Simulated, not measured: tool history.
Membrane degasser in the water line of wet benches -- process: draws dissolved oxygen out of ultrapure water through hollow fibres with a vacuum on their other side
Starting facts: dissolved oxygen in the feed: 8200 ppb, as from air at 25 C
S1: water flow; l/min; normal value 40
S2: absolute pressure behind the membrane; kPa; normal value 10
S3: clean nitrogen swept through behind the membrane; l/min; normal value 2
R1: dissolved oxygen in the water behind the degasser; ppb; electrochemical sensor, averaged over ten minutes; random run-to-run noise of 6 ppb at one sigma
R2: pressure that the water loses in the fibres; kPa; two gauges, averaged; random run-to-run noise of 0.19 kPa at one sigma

| run | hour | S1 | S2 | S3 | R1 | R2 |
|---|---|---|---|---|---|---|
| 1 | 0 | 40 | 10 | 2 | 685.8 | 41.98 |
| 2 | 128.2 | 40 | 10 | 3.82 | 577.3 | 42.24 |
| 3 | 238.9 | 40 | 10 | 3.82 | 563.4 | 42.43 |
| 4 | 318.4 | 40 | 10 | 3.82 | 577.2 | 42.22 |
|  | 325.4 | vacuum gauge calibrated |
| 5 | 426.1 | 40 | 10 | 2 | 689.3 | 42.33 |
| 6 | 513.5 | 40 | 6.9 | 2 | 595.9 | 42.49 |
| 7 | 601.8 | 40 | 6.9 | 2 | 595.5 | 42.14 |
| 8 | 679.4 | 40 | 6.9 | 2 | 587.3 | 42.37 |
| 9 | 751.4 | 40 | 6.9 | 2 | 592.2 | 42.74 |
|  | 765.3 | vacuum gauge calibrated, once more |
| 10 | 852.1 | 40 | 6.9 | 2 | 572.7 | 42.51 |
| 11 | 947.9 | 25 | 17.2 | 5.77 | 344.6 | 26.55 |
| 12 | 1020.7 | 25 | 17.2 | 5.77 | 353.5 | 26.62 |
| 13 | 1140.5 | 26 | 8.9 | 2 | 389.8 | 28.06 |

4 options for the next run, each taken on its own from the tool as it stands now. Forecast them:
|  | 1200.9 | seals of the vacuum lines changed |
| A | 1250.5 | 26 | 7.3 | 2 | ? | ? |
|  | 1200.9 | seals of the vacuum lines changed |
| B | 1250.5 | 26 | 11.6 | 2 | ? | ? |
|  | 1200.9 | seals of the vacuum lines changed |
| C | 1250.5 | 32 | 10 | 2.77 | ? | ? |
|  | 1200.9 | seals of the vacuum lines changed |
| D | 1250.5 | 39 | 21.2 | 2 | ? | ? |

| run | R1 | R2 |
|---|---|---|
| A | 344.4 | 27.67 |
| B | 461.8 | 27.95 |
| C | 481.8 | 34.38 |
| D | 1078.1 | 42.17 |
Had the tool no hidden state, the same runs would have come out as:
| run | R1 | R2 |
|---|---|---|
| A | 278.5 | 25.23 |
| B | 397.5 | 25.5 |
| C | 399.4 | 31.39 |
| D | 987.9 | 38.5 |

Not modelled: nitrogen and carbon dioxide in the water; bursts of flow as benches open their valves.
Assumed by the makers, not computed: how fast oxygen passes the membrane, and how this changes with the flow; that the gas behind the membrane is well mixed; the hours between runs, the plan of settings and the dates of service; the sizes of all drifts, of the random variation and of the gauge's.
